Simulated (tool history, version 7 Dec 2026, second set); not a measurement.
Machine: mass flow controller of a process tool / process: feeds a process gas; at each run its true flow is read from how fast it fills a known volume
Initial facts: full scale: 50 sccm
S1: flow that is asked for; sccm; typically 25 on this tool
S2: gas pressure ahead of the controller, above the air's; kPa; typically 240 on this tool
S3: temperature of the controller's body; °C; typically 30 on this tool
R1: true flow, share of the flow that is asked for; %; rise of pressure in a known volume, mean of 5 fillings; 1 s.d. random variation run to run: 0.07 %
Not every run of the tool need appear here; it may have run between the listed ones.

Run 1, hour 0.0: usual settings. Result: R1 98.42 %.
Run 2, hour 403.8: usual settings. Result: R1 98.41 %.
Run 3, hour 855.4: usual settings but S1 24 sccm. Result: R1 98.54 %.
Run 4, hour 1094.4: usual settings. Result: R1 98.51 %.
Run 5, hour 1548.5: usual settings. Result: R1 98.66 %.
Run 6, hour 2023.7: usual settings but S1 27 sccm. Result: R1 98.79 %.
Run 7, hour 2262.3: usual settings but S2 234 kPa. Result: R1 98.82 %.
Run 8, hour 2742.5: usual settings but S3 28 °C. Result: R1 99.25 %.
Run 9, hour 3183.2: usual settings but S3 28 °C. Result: R1 99.32 %.
Run 10, hour 3536.4: usual settings. Result: R1 99.00 %.
Run 11, hour 4040.3: usual settings but S3 36 °C. Result: R1 98.52 %.
Run 12, hour 4247.9: usual settings but S3 36 °C. Result: R1 98.64 %.
At hour 4388.5: controller's zero set anew.
Run 13, hour 4488.3: usual settings but S2 167 kPa. Result: R1 100.04 %.
Run 14, hour 4694.8: usual settings but S2 167 kPa. Result: R1 99.97 %.
Run 15, hour 4986.7: usual settings but S2 167 kPa. Result: R1 100.02 %.
Run 16, hour 5471.3: usual settings but S2 167 kPa. Result: R1 100.17 %.
Run 17, hour 5759.3: usual settings but S2 238 kPa. Result: R1 99.57 %.
Run 18, hour 6226.2: usual settings but S2 142 kPa. Result: R1 100.40 %.
Run 19, hour 6586.9: usual settings but S3 32 °C. Result: R1 99.49 %.
At hour 6625.9: controller exchanged for a calibrated one.
Run 20, hour 6858.0: usual settings but S3 32 °C. Result: R1 99.64 %.
Run 21, hour 7283.7: usual settings but S3 32 °C. Result: R1 99.60 %.
Run 22, hour 7732.0: usual settings but S3 32 °C. Result: R1 99.84 %.
Run 23, hour 8016.2: usual settings but S2 144 kPa. Result: R1 100.76 %.
Run 24, hour 8497.3: usual settings but S2 144 kPa. Result: R1 100.87 %.
Run 25, hour 8887.3: usual settings but S2 144 kPa. Result: R1 100.90 %.
Run 26, hour 9246.4: usual settings but S2 206 kPa. Result: R1 100.54 %.
At hour 9643.1: gauge calibrated.
Run 27, hour 9660.0: usual settings but S1 35 sccm, S2 141 kPa. Result: R1 99.39 %.
Run 28, hour 10111.4: usual settings but S1 16 sccm. Result: R1 98.12 %.
Run 29, hour 10449.8: usual settings but S1 16 sccm. Result: R1 98.22 %.
Run 30, hour 10860.6: usual settings but S3 21 °C. Result: R1 99.56 %.
Run 31, hour 11255.2: usual settings but S1 6 sccm, S3 34 °C. Result: R1 97.78 %.
Run 32, hour 11524.6: usual settings but S1 6 sccm, S2 187 kPa, S3 34 °C. Result: R1 98.16 %.
Run 33, hour 11874.1: usual settings but S1 6 sccm, S2 187 kPa, S3 34 °C. Result: R1 98.28 %.
Run 34, hour 12132.6: usual settings but S1 6 sccm, S2 187 kPa, S3 34 °C. Result: R1 98.38 %.
Run 35, hour 12379.3: usual settings but S1 6 sccm, S2 187 kPa, S3 34 °C. Result: R1 98.28 %.
Run 36, hour 12868.0: usual settings but S1 11 sccm, S2 199 kPa. Result: R1 98.97 %.
Run 37, hour 13265.3: usual settings but S1 10 sccm, S3 25 °C. Result: R1 99.29 %.
Run 38, hour 13481.7: usual settings but S1 6 sccm, S2 270 kPa, S3 33 °C. Result: R1 97.98 %.
At hour 13603.5: controller's zero set anew.
Run 39, hour 13718.9: usual settings but S1 16 sccm, S2 209 kPa, S3 27 °C. Result: R1 99.54 %.
Run 40, hour 14038.0: usual settings but S1 10 sccm, S2 209 kPa, S3 37 °C. Result: R1 98.32 %.
Run 41, hour 14357.3: usual settings but S1 10 sccm, S2 209 kPa, S3 37 °C. Result: R1 98.38 %.
Run 42, hour 14789.5: usual settings but S1 10 sccm, S2 209 kPa, S3 37 °C. Result: R1 98.58 %.
Run 43, hour 15028.0: usual settings but S1 7 sccm, S2 185 kPa, S3 37 °C. Result: R1 98.59 %.
At hour 15086.9: gauge calibrated.
Run 44, hour 15314.2: usual settings but S1 23 sccm, S2 209 kPa, S3 29 °C. Result: R1 98.58 %.
Run 45, hour 15518.6: usual settings but S1 23 sccm, S2 209 kPa. Result: R1 98.74 %.
At hour 15857.4: controller exchanged for a calibrated one.
Run 46, hour 15900.9: usual settings but S1 23 sccm, S2 209 kPa. Result: R1 98.64 %.
Run 47, hour 16186.9: usual settings but S1 23 sccm, S2 209 kPa. Result: R1 98.79 %.
Run 48, hour 16544.2: usual settings but S1 23 sccm, S2 209 kPa. Result: R1 98.93 %.
Run 49, hour 16861.2: usual settings but S1 6 sccm, S3 35 °C. Result: R1 97.49 %.

Each row is a separate what-if for the run after 49, all from the same tool condition, not one after another. Results?
Run A, hour 17233.0: usual settings but S1 6 sccm, S3 35 °C. Result: R1 ?.
Run B, hour 17233.0: usual settings but S1 8 sccm, S2 223 kPa, S3 35 °C. Result: R1 ?.
Run C, hour 17233.0: usual settings but S3 33 °C. Result: R1 ?.

run     R1
  A  97.74
  B  97.83
  C  98.58
Without the tool's unlogged condition, the same runs would have read:
run     R1
  A  97.31
  B  97.39
  C  98.13
